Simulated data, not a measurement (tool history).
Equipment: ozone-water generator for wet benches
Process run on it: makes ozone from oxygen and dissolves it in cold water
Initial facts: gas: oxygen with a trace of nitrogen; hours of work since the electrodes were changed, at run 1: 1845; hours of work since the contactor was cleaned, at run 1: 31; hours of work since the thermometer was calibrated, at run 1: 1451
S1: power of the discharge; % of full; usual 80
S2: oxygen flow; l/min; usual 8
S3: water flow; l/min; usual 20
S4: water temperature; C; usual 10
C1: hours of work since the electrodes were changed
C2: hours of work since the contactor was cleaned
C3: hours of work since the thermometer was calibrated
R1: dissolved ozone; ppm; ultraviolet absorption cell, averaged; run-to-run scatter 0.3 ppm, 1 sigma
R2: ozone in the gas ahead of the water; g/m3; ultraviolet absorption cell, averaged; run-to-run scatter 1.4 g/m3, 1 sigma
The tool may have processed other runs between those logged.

run 1 hour=0 | S1=80 S2=8 S3=20 S4=10 | C1=1845 C2=31 C3=1451 | R1=47 R2=270.1
run 2 hour=33.8 | S1=80 S2=8 S3=20 S4=10 | C1=1875 C2=61 C3=1481 | R1=47.5 R2=273.2
run 3 hour=62.8 | S1=80 S2=8 S3=20 S4=10 | C1=1901 C2=86 C3=1507 | R1=46.9 R2=270.5
run 4 hour=116.1 | S1=80 S2=8 S3=20 S4=10 | C1=1948 C2=133 C3=1554 | R1=47 R2=272.5
run 5 hour=167 | S1=80 S2=8 S3=20 S4=10 | C1=1993 C2=179 C3=1599 | R1=46.9 R2=270.3
run 6 hour=228.2 | S1=80 S2=8 S3=20 S4=10 | C1=2047 C2=233 C3=1653 | R1=47.1 R2=272
run 7 hour=273.9 | S1=80 S2=8 S3=20 S4=10 | C1=2087 C2=273 C3=1693 | R1=47.6 R2=271.6
run 8 hour=333.2 | S1=80 S2=8 S3=20 S4=10 | C1=2140 C2=326 C3=1746 | R1=46.8 R2=271.6
run 9 hour=361.2 | S1=80 S2=8 S3=20 S4=13 | C1=2165 C2=350 C3=1770 | R1=44.7 R2=271.1
run 10 hour=395.3 | S1=80 S2=8 S3=20 S4=13 | C1=2195 C2=380 C3=1801 | R1=44.8 R2=272.2
run 11 hour=453.2 | S1=80 S2=8 S3=20 S4=13 | C1=2246 C2=432 C3=1852 | R1=44.5 R2=271.4
run 12 hour=504.8 | S1=80 S2=8 S3=18 S4=10 | C1=2292 C2=477 C3=1897 | R1=49.8 R2=271.9
run 13 hour=559.7 | S1=80 S2=8 S3=15 S4=10 | C1=2340 C2=526 C3=1946 | R1=55.1 R2=271.6
run 14 hour=598.9 | S1=80 S2=8 S3=15 S4=10 | C1=2375 C2=560 C3=1981 | R1=55.4 R2=272.9
run 15 hour=644.8 | S1=80 S2=8 S3=15 S4=17 | C1=2415 C2=601 C3=2021 | R1=47.9 R2=268.5
run 16 hour=683 | S1=80 S2=8 S3=15 S4=17 | C1=2449 C2=635 C3=2055 | R1=48.3 R2=269.4
run 17 hour=734.4 | S1=80 S2=4.4 S3=15 S4=9 | C1=2495 C2=680 C3=2100 | R1=57.9 R2=379.6
run 18 hour=766.6 | S1=44 S2=4.4 S3=14 S4=17 | C1=2523 C2=709 C3=2129 | R1=33.3 R2=236
run 19 hour=805.7 | S1=97 S2=4.4 S3=14 S4=17 | C1=2558 C2=743 C3=2163 | R1=62.4 R2=436.5
run 20 hour=870.8 | S1=97 S2=4.4 S3=14 S4=17 | C1=2615 C2=801 C3=2221 | R1=62.9 R2=442.2
run 21 hour=898.9 | S1=97 S2=4.4 S3=14 S4=17 | C1=2640 C2=826 C3=2246 | R1=62.8 R2=439.7
run 22 hour=936.3 | S1=97 S2=9.91 S3=14 S4=7 | C1=2673 C2=859 C3=2279 | R1=68.2 R2=281.3
run 23 hour=991.8 | S1=45 S2=10.78 S3=15 S4=10 | C1=2722 C2=908 C3=2328 | R1=33.7 R2=146.3
run 24 hour=1030.7 | S1=45 S2=10.78 S3=15 S4=10 | C1=2757 C2=942 C3=2362 | R1=33.2 R2=147
run 25 hour=1093.1 | S1=80 S2=8 S3=20 S4=9 | C1=2812 C2=997 C3=2418 | R1=47.8 R2=269.9
run 26 hour=1129.2 | S1=98 S2=8 S3=20 S4=10 | C1=2844 C2=1029 C3=2450 | R1=55 R2=318.1
run 27 hour=1173.8 | S1=98 S2=8 S3=20 S4=10 | C1=2883 C2=1069 C3=2489 | R1=55.2 R2=317.6
run 28 hour=1231.5 | S1=98 S2=8 S3=20 S4=10 | C1=2934 C2=1120 C3=2540 | R1=55.5 R2=319.1

Alternative continuations, all from the tool just after run 28; predict every row:
run A hour=1260.7 | S1=58 S2=14.36 S3=20 S4=6 | C1=2960 C2=1146 C3=2566 | R1=? R2=?
run B hour=1260.7 | S1=49 S2=8 S3=20 S4=17 | C1=2960 C2=1146 C3=2566 | R1=? R2=?
run C hour=1260.7 | S1=98 S2=7.02 S3=20 S4=10 | C1=2960 C2=1146 C3=2566 | R1=? R2=?
run D hour=1260.7 | S1=44 S2=8 S3=20 S4=10 | C1=2960 C2=1146 C3=2566 | R1=? R2=?
run E hour=1260.7 | S1=87 S2=8 S3=21 S4=9 | C1=2960 C2=1146 C3=2566 | R1=? R2=?

run=A R1=37.4 R2=150.3
run=B R1=28.8 R2=184.3
run=C R1=56.1 R2=340.8
run=D R1=29.1 R2=169.2
run=E R1=48.8 R2=289
Without the tool's hidden state the same runs would have given:
run=A R1=37.4 R2=150.4
run=B R1=28.9 R2=184.5
run=C R1=56.2 R2=341.4
run=D R1=29.1 R2=169.3
run=E R1=48.9 R2=289.5
